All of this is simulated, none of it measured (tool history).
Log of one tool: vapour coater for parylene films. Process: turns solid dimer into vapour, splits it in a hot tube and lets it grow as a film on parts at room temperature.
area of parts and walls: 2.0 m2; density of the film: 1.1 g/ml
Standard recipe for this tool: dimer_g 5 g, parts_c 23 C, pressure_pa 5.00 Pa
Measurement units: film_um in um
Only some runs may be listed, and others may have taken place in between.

run,day,dimer_g,parts_c,pressure_pa,film_um
1,0.000,5,23,5.00,1.56
2,1.704,5,23,5.00,1.56
3,2.633,5,23,5.00,1.50
4,3.679,5,23,5.00,1.50
5,4.658,5,23,10.75,1.29
6,6.267,5,23,10.75,1.27
7,7.942,5,23,10.75,1.25
8,9.462,8,23,5.00,2.25
9,11.175,8,23,5.00,2.28
10,13.100,8,23,5.00,2.26
11,14.204,8,23,5.00,2.19
12,15.650,8,23,5.00,2.16
# day 16.462: trap's valve overhauled
13,17.508,3,23,2.99,1.06
14,18.788,5,23,6.40,1.44
15,20.692,5,23,6.40,1.44
16,22.375,5,35,6.40,0.86
17,23.808,5,16,6.40,1.86
18,24.954,5,15,2.51,2.03
19,26.808,5,15,4.60,2.03
20,27.867,5,15,4.60,2.01
21,28.971,9,27,5.34,2.10

Consider 3 possible next runs. They are alternatives, not a sequence: every one starts from the tool as it was left by run 21. What does each give?
A,30.667,9,25,5.34,?
B,30.667,3,29,5.00,?
C,30.667,8,31,2.45,?

run,film_um
A,2.26
B,0.66
C,1.83
With the hidden condition removed and each run's random variation left untouched, the same runs would have given:
run,film_um
A,2.47
B,0.72
C,2.00

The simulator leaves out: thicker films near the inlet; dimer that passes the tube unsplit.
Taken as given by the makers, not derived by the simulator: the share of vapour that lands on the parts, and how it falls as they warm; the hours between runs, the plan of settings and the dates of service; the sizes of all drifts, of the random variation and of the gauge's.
